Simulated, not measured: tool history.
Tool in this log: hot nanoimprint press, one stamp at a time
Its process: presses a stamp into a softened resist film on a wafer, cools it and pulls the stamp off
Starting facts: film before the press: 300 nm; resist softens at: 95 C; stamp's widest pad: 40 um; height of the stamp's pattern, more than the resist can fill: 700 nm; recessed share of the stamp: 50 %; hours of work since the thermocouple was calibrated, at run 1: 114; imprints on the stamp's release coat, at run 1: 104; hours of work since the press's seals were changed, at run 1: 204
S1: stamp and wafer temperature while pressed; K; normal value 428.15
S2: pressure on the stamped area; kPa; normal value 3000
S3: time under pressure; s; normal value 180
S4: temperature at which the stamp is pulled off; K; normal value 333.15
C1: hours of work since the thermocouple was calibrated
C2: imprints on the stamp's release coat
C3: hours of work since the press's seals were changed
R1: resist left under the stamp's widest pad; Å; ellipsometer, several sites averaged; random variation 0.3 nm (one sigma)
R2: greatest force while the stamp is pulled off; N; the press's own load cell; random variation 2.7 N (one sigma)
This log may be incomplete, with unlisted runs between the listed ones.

Run 1, hour 0: usual settings; C1 114; C2 104; C3 204. Result: R1 1421 Å, R2 209 N.
Run 2, hour 88: usual settings; C1 167; C2 326; C3 256. Result: R1 1412 Å, R2 219 N.
Run 3, hour 134.4: usual settings but S3 134 s; C1 194; C2 444; C3 284. Result: R1 1553 Å, R2 234 N.
At hour 169.2: stamp cleaned and given a new release coat.
Run 4, hour 179.3: usual settings but S3 134 s; C1 217; C2 25; C3 307. Result: R1 1557 Å, R2 204 N.
Run 5, hour 236.6: usual settings but S4 324.15 K; C1 251; C2 170; C3 341. Result: R1 1405 Å, R2 259 N.
Run 6, hour 272.1: usual settings but S4 324.15 K; C1 272; C2 260; C3 362. Result: R1 1401 Å, R2 266 N.
At hour 281.5: plate thermocouple calibrated.
Run 7, hour 337.5: usual settings but S1 430.15 K; C1 33; C2 418; C3 399. Result: R1 1288 Å, R2 229 N.
At hour 384.2: stamp cleaned and given a new release coat.
Run 8, hour 423.1: usual settings but S1 430.15 K, S4 338.15 K; C1 81; C2 98; C3 447. Result: R1 1287 Å, R2 184 N.
Run 9, hour 479.1: usual settings but S1 434.15 K, S3 151 s; C1 114; C2 240; C3 480. Result: R1 1183 Å, R2 217 N.

Run 10 is up next; what results do you expect?
Run 10, hour 531.9: usual settings but S1 434.15 K, S3 151 s; C1 145; C2 373; C3 511. Result: R1 ?, R2 ?.

Run 10 gave R1 1180 Å, R2 226 N.
On a tool with no hidden condition, and with the same random variation, this run would have come out at R1 1205 Å, R2 209 N.
